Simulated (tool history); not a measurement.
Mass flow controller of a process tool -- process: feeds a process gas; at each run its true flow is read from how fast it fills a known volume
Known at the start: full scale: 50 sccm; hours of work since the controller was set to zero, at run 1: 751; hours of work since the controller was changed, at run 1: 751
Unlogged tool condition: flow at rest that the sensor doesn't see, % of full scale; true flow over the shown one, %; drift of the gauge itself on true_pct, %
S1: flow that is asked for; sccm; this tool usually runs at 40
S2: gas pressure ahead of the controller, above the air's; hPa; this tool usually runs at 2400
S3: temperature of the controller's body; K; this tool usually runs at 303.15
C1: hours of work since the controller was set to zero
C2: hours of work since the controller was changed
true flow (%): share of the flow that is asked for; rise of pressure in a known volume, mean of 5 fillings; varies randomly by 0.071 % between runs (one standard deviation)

Run 1, hour 0: usual settings; C1 751; C2 751. Result: true flow (%) 99.89.
Run 2, hour 439.4: usual settings; C1 1085; C2 1085. Result: true flow (%) 99.82.
Run 3, hour 664.1: usual settings; C1 1256; C2 1256. Result: true flow (%) 99.65.
Run 4, hour 1051.3: usual settings; C1 1550; C2 1550. Result: true flow (%) 99.58.
Run 5, hour 1309.7: usual settings but S1 29 sccm; C1 1746; C2 1746. Result: true flow (%) 99.3.
Run 6, hour 1679.9: usual settings; C1 2028; C2 2028. Result: true flow (%) 99.32.
Run 7, hour 1919.9: usual settings but S2 1630 hPa; C1 2210; C2 2210. Result: true flow (%) 99.45.
Run 8, hour 2126.4: usual settings but S2 2530 hPa; C1 2367; C2 2367. Result: true flow (%) 99.26.
Run 9, hour 2520.6: usual settings but S2 2530 hPa; C1 2666; C2 2666. Result: true flow (%) 99.14.
Run 10, hour 2901.6: usual settings but S2 2530 hPa; C1 2956; C2 2956. Result: true flow (%) 98.95.
Run 11, hour 3183.6: usual settings; C1 3170; C2 3170. Result: true flow (%) 98.9.
Run 12, hour 3499.1: usual settings but S2 2690 hPa; C1 3410; C2 3410. Result: true flow (%) 98.73.
Run 13, hour 3858.2: usual settings but S2 2690 hPa; C1 3683; C2 3683. Result: true flow (%) 98.71.
Run 14, hour 4279.7: usual settings; C1 4003; C2 4003. Result: true flow (%) 98.65.
Run 15, hour 4599.4: usual settings but S2 1480 hPa; C1 4246; C2 4246. Result: true flow (%) 98.61.
Run 16, hour 4879.4: usual settings but S1 6 sccm, S2 1480 hPa; C1 4459; C2 4459. Result: true flow (%) 93.75.
Run 17, hour 5187.2: usual settings; C1 4693; C2 4693. Result: true flow (%) 98.31.
Run 18, hour 5425.8: usual settings; C1 4874; C2 4874. Result: true flow (%) 98.17.
Run 19, hour 5628.8: usual settings but S1 32 sccm; C1 5028; C2 5028. Result: true flow (%) 97.96.
Run 20, hour 6023: usual settings but S1 32 sccm; C1 5328; C2 5328. Result: true flow (%) 97.84.
Run 21, hour 6323.5: usual settings but S1 32 sccm; C1 5556; C2 5556. Result: true flow (%) 97.62.
Run 22, hour 6676.6: usual settings but S2 2690 hPa; C1 5824; C2 5824. Result: true flow (%) 97.94.
Run 23, hour 7097: usual settings but S3 294.15 K; C1 6144; C2 6144. Result: true flow (%) 97.42.
Run 24, hour 7422.3: usual settings but S2 1500 hPa; C1 6391; C2 6391. Result: true flow (%) 97.75.
At hour 7456.5: controller's zero set anew.
Run 25, hour 7699.7: usual settings but S2 1500 hPa; C1 185; C2 6602. Result: true flow (%) 97.12.
Run 26, hour 8024.7: usual settings but S1 43 sccm; C1 432; C2 6848. Result: true flow (%) 97.11.
Run 27, hour 8455.9: usual settings but S1 17 sccm, S2 1700 hPa, S3 304.15 K; C1 759; C2 7176. Result: true flow (%) 94.3.
At hour 8614.2: controller's zero set anew, once more.
Run 28, hour 8809.1: usual settings but S1 17 sccm, S2 2600 hPa, S3 298.15 K; C1 148; C2 7444. Result: true flow (%) 97.94.
Run 29, hour 9129.1: usual settings but S1 17 sccm, S2 2600 hPa, S3 298.15 K; C1 391; C2 7687. Result: true flow (%) 97.93.
At hour 9447.7: controller exchanged for a calibrated one.
Run 30, hour 9470.9: usual settings but S1 13 sccm, S2 1500 hPa, S3 310.15 K; C1 18; C2 18. Result: true flow (%) 100.29.
Run 31, hour 9648.5: usual settings but S1 8 sccm, S2 2380 hPa, S3 298.15 K; C1 153; C2 153. Result: true flow (%) 99.17.
Run 32, hour 10032.7: usual settings but S1 8 sccm, S2 2510 hPa, S3 298.15 K; C1 445; C2 445. Result: true flow (%) 98.92.
Run 33, hour 10447.9: usual settings but S1 8 sccm, S2 2510 hPa, S3 298.15 K; C1 760; C2 760. Result: true flow (%) 98.53.
Run 34, hour 10845.7: usual settings but S1 8 sccm, S2 2510 hPa, S3 298.15 K; C1 1062; C2 1062. Result: true flow (%) 98.19.
Run 35, hour 11096.3: usual settings but S1 8 sccm, S2 2510 hPa, S3 295.15 K; C1 1253; C2 1253. Result: true flow (%) 97.87.
Run 36, hour 11334.6: usual settings but S1 8 sccm, S2 2510 hPa, S3 295.15 K; C1 1434; C2 1434. Result: true flow (%) 97.68.
Run 37, hour 11682.4: usual settings but S1 19 sccm, S2 2240 hPa, S3 295.15 K; C1 1698; C2 1698. Result: true flow (%) 98.58.
Run 38, hour 12032.7: usual settings but S1 6 sccm, S2 1790 hPa, S3 302.15 K; C1 1964; C2 1964. Result: true flow (%) 97.03.
Run 39, hour 12293.3: usual settings but S2 1890 hPa, S3 300.15 K; C1 2162; C2 2162. Result: true flow (%) 99.02.
Run 40, hour 12616.5: usual settings but S1 5 sccm, S3 300.15 K; C1 2408; C2 2408. Result: true flow (%) 95.61.
Run 41, hour 13008.3: usual settings but S1 5 sccm, S3 300.15 K; C1 2706; C2 2706. Result: true flow (%) 95.3.
Run 42, hour 13241.3: usual settings but S2 1680 hPa, S3 297.15 K; C1 2883; C2 2883. Result: true flow (%) 98.7.
Run 43, hour 13533.8: usual settings but S1 19 sccm, S2 2170 hPa, S3 313.15 K; C1 3105; C2 3105. Result: true flow (%) 98.75.

A few steps of true flow (%) between consecutive runs. Split each: what settings, incoming material and random variation would produce without the hidden state, and what is left over for the hidden state, along with gauge scatter present in only one of the two compared results (measured, and without hidden state):
Run 15 -> 16: S1 40 -> 6. true flow (%) -4.86: hidden state -4.53, all else -0.33.
Run 16 -> 17: S1 6 -> 40, S2 1480 -> 2400. true flow (%) +4.56: hidden state +4.35, all else +0.21.
Run 27 -> 28: S2 1700 -> 2600, S3 304.15 -> 298.15, controller's zero set anew, once more. true flow (%) +3.64: hidden state +4.15, all else -0.51.

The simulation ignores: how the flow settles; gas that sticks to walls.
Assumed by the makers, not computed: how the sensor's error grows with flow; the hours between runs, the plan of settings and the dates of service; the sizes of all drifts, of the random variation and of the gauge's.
